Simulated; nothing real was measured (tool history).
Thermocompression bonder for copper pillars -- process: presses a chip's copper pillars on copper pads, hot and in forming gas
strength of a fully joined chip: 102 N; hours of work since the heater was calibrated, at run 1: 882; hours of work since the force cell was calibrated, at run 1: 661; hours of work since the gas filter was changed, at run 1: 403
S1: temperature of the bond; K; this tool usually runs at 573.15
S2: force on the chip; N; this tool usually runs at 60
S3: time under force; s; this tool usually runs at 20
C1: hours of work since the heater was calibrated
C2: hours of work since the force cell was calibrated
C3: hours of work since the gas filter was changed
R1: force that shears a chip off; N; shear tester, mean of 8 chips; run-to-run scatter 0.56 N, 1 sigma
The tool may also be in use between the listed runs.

Run 1, hour 0.0: usual settings; C1 882; C2 661; C3 403. Result: R1 67.2 N.
Run 2, hour 19.3: usual settings; C1 894; C2 674; C3 416. Result: R1 67.6 N.
Run 3, hour 40.5: usual settings; C1 908; C2 688; C3 430. Result: R1 68.1 N.
Run 4, hour 70.0: usual settings but S1 590.15 K; C1 928; C2 708; C3 450. Result: R1 76.3 N.
Run 5, hour 94.0: usual settings but S1 590.15 K; C1 944; C2 723; C3 466. Result: R1 74.3 N.
Run 6, hour 120.2: usual settings but S1 590.15 K; C1 961; C2 741; C3 483. Result: R1 77.0 N.
At hour 123.5: forming gas filter changed.
Run 7, hour 144.1: usual settings but S1 559.15 K; C1 977; C2 756; C3 14. Result: R1 61.5 N.
Run 8, hour 165.2: usual settings but S1 559.15 K; C1 991; C2 770; C3 28. Result: R1 62.7 N.
Run 9, hour 180.2: usual settings but S1 586.15 K; C1 1001; C2 780; C3 38. Result: R1 78.2 N.
Run 10, hour 207.3: usual settings but S3 35 s; C1 1019; C2 798; C3 56. Result: R1 81.5 N.
Run 11, hour 229.7: usual settings but S3 35 s; C1 1034; C2 813; C3 70. Result: R1 80.8 N.
Run 12, hour 261.5: usual settings but S3 35 s; C1 1055; C2 834; C3 92. Result: R1 80.4 N.
Run 13, hour 278.2: usual settings but S3 35 s; C1 1066; C2 845; C3 103. Result: R1 80.0 N.
Run 14, hour 299.7: usual settings but S3 35 s; C1 1080; C2 860; C3 117. Result: R1 80.1 N.
Run 15, hour 319.1: usual settings but S1 546.15 K, S2 45 N, S3 57 s; C1 1093; C2 872; C3 130. Result: R1 66.8 N.
Run 16, hour 339.6: usual settings but S1 546.15 K, S2 45 N, S3 57 s; C1 1106; C2 886; C3 143. Result: R1 66.0 N.
At hour 344.0: force cell calibrated.
Run 17, hour 358.7: usual settings but S1 546.15 K, S2 45 N, S3 57 s; C1 1118; C2 10; C3 155. Result: R1 66.7 N.
Run 18, hour 386.2: usual settings but S1 577.15 K; C1 1136; C2 28; C3 173. Result: R1 72.7 N.
At hour 400.4: force cell calibrated, once more.
Run 19, hour 409.5: usual settings but S1 559.15 K, S2 65 N, S3 13 s; C1 1151; C2 6; C3 188. Result: R1 55.0 N.
Run 20, hour 442.6: usual settings but S1 577.15 K, S2 48 N, S3 57 s; C1 1173; C2 28; C3 210. Result: R1 85.7 N.
Run 21, hour 458.7: usual settings but S2 39 N, S3 31 s; C1 1183; C2 39; C3 220. Result: R1 67.7 N.
Run 22, hour 488.0: usual settings but S2 59 N, S3 31 s; C1 1203; C2 58; C3 240. Result: R1 77.1 N.
Run 23, hour 514.2: usual settings but S2 59 N, S3 31 s; C1 1220; C2 75; C3 257. Result: R1 77.7 N.
Run 24, hour 528.6: usual settings but S2 55 N; C1 1230; C2 85; C3 267. Result: R1 68.3 N.
Run 25, hour 544.6: usual settings but S2 58 N, S3 17 s; C1 1240; C2 96; C3 277. Result: R1 66.8 N.

Alternative continuations, all from the tool just after run 25; predict every row:
Run A, hour 564.7: usual settings but S1 591.15 K, S2 43 N, S3 27 s; C1 1254; C2 109; C3 291. Result: R1 ?.
Run B, hour 564.7: usual settings but S1 568.15 K, S2 49 N; C1 1254; C2 109; C3 291. Result: R1 ?.
Run C, hour 564.7: usual settings but S1 571.15 K, S2 74 N, S3 32 s; C1 1254; C2 109; C3 291. Result: R1 ?.
Run D, hour 564.7: usual settings but S2 41 N, S3 36 s; C1 1254; C2 109; C3 291. Result: R1 ?.
Run E, hour 564.7: usual settings but S1 571.15 K, S2 39 N, S3 47 s; C1 1254; C2 109; C3 291. Result: R1 ?.

run    R1
  A  77.6
  B  61.8
  C  80.2
  D  71.4
  E  73.6
Stripped of hidden state, with their random variation kept, the same runs would have yielded:
run    R1
  A  74.4
  B  57.4
  C  77.1
  D  67.4
  E  69.8

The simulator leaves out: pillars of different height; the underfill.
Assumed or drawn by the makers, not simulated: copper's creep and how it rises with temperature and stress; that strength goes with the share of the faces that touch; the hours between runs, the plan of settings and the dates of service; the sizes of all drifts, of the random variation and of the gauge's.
